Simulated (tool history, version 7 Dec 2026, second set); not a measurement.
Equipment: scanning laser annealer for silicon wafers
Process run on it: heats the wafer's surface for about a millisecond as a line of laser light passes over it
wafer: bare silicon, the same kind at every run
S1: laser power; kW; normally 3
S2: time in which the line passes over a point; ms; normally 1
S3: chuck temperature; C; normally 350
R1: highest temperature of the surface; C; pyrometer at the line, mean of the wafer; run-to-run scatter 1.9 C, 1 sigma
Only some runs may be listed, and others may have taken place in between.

| run | day | S1 | S2 | S3 | R1 |
|---|---|---|---|---|---|
| 1 | 0 | 3 | 1 | 350 | 1093 |
| 2 | 0.758 | 3 | 1 | 350 | 1094 |
| 3 | 2.054 | 3 | 0.89 | 350 | 1044 |
| 4 | 3.15 | 3 | 0.89 | 350 | 1046 |
| 5 | 3.729 | 3 | 0.89 | 350 | 1044 |
| 6 | 4.433 | 3 | 1 | 350 | 1097 |
| 7 | 5.417 | 3 | 1 | 350 | 1096 |
| 8 | 6.117 | 3 | 1 | 350 | 1096 |
| 9 | 6.862 | 3 | 1 | 350 | 1097 |
| 10 | 8.117 | 3 | 1 | 350 | 1095 |
| 11 | 9.229 | 3 | 1 | 350 | 1095 |
| 12 | 10.075 | 3 | 1 | 350 | 1094 |
| 13 | 10.979 | 3 | 1 | 350 | 1095 |
| 14 | 12.217 | 3 | 1 | 378 | 1121 |
| 15 | 13.45 | 3 | 1 | 378 | 1122 |
| 16 | 14.721 | 3 | 1.21 | 350 | 1176 |
| 17 | 15.375 | 3 | 1.21 | 350 | 1178 |
| 18 | 16.508 | 3 | 1.21 | 350 | 1177 |
| 19 | 17.258 | 3 | 1.21 | 350 | 1178 |
| 20 | 18.296 | 3 | 1 | 350 | 1093 |
| 21 | 19.492 | 3 | 1 | 350 | 1092 |
| 22 | 20.096 | 2.95 | 0.81 | 314 | 965 |
| 23 | 20.875 | 2.95 | 1.08 | 321 | 1083 |
| 24 | 21.983 | 2.617 | 1 | 350 | 1008 |
| 25 | 23.229 | 2.617 | 1 | 350 | 1007 |
| 26 | 24.392 | 2.617 | 1 | 350 | 1004 |
| 27 | 25.65 | 2.617 | 1 | 350 | 1005 |
| 28 | 26.275 | 2.617 | 1 | 350 | 1006 |
| 29 | 27.1 | 2.617 | 1 | 350 | 1007 |
|  | 27.567 | window over the wafer cleaned |
| 30 | 27.992 | 2.617 | 1 | 350 | 1011 |
| 31 | 29.154 | 2.617 | 1 | 384 | 1043 |
| 32 | 30.15 | 2.669 | 1.17 | 312 | 1040 |
| 33 | 31.171 | 2.669 | 1.08 | 312 | 1006 |
| 34 | 32.362 | 2.561 | 0.9 | 374 | 985 |
| 35 | 32.95 | 2.561 | 0.9 | 374 | 984 |
| 36 | 33.954 | 2.853 | 0.79 | 354 | 978 |
| 37 | 34.838 | 2.853 | 0.79 | 350 | 973 |
|  | 35.133 | optics aligned, line set to its width |
| 38 | 35.971 | 2.853 | 0.76 | 341 | 949 |
| 39 | 36.95 | 3 | 1.19 | 318 | 1136 |
| 40 | 38.058 | 2.668 | 1 | 328 | 997 |
| 41 | 39.079 | 2.668 | 1 | 328 | 997 |

Each row is a separate what-if for the run after 41, all from the same tool condition, not one after another. Results?
| A | 40.192 | 3 | 0.76 | 350 | ? |
| B | 40.192 | 2.668 | 0.89 | 372 | ? |
| C | 40.192 | 2.61 | 1.01 | 383 | ? |

| run | R1 |
|---|---|
| A | 988 |
| B | 997 |
| C | 1043 |
Without the tool's unlogged condition, the same runs would have read:
| run | R1 |
|---|---|
| A | 988 |
| B | 998 |
| C | 1043 |
